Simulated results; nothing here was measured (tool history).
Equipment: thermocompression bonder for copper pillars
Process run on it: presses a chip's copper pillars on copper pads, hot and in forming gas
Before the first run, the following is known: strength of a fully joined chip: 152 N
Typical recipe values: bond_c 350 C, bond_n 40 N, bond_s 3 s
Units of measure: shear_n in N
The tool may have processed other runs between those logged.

| run | hour | bond_c | bond_n | bond_s | shear_n |
|---|---|---|---|---|---|
| 1 | 0.0 | 350 | 40 | 3 | 97.7 |
| 2 | 11.4 | 350 | 40 | 3 | 98.4 |
| 3 | 20.5 | 350 | 40 | 3 | 96.8 |
| 4 | 32.5 | 350 | 40 | 3 | 97.3 |
| 5 | 43.5 | 350 | 40 | 3 | 97.3 |
| 6 | 53.4 | 350 | 40 | 3 | 98.4 |
| 7 | 68.0 | 350 | 40 | 3 | 97.5 |
| 8 | 81.4 | 350 | 40 | 3 | 97.2 |
| 9 | 91.7 | 350 | 40 | 3 | 97.5 |
| 10 | 98.4 | 350 | 40 | 3 | 99.2 |
| 11 | 107.4 | 350 | 40 | 3 | 97.7 |
| 12 | 121.7 | 350 | 40 | 3 | 96.8 |
| 13 | 134.8 | 350 | 40 | 3 | 94.5 |
| 14 | 148.4 | 350 | 37 | 3 | 91.9 |
| 15 | 159.0 | 350 | 34 | 3 | 87.7 |
| 16 | 167.0 | 350 | 40 | 2 | 86.1 |
| 17 | 177.7 | 350 | 40 | 2 | 84.1 |
| 18 | 188.4 | 350 | 40 | 2 | 85.3 |
| 19 | 197.8 | 350 | 40 | 2 | 85.0 |
| 20 | 204.5 | 350 | 40 | 2 | 84.6 |
| 21 | 211.5 | 360 | 33 | 5 | 103.8 |
| 22 | 226.5 | 360 | 33 | 5 | 103.8 |
| 23 | 238.0 | 345 | 28 | 3 | 74.4 |
| 24 | 249.0 | 363 | 26 | 3 | 81.0 |

Run 25 comes next. What will it give?
| 25 | 256.4 | 363 | 26 | 3 | ? |

For run 25 the tool returned shear_n 78.5 N.
Minus the tool's unlogged condition, the same run would have read shear_n 85.0 N.
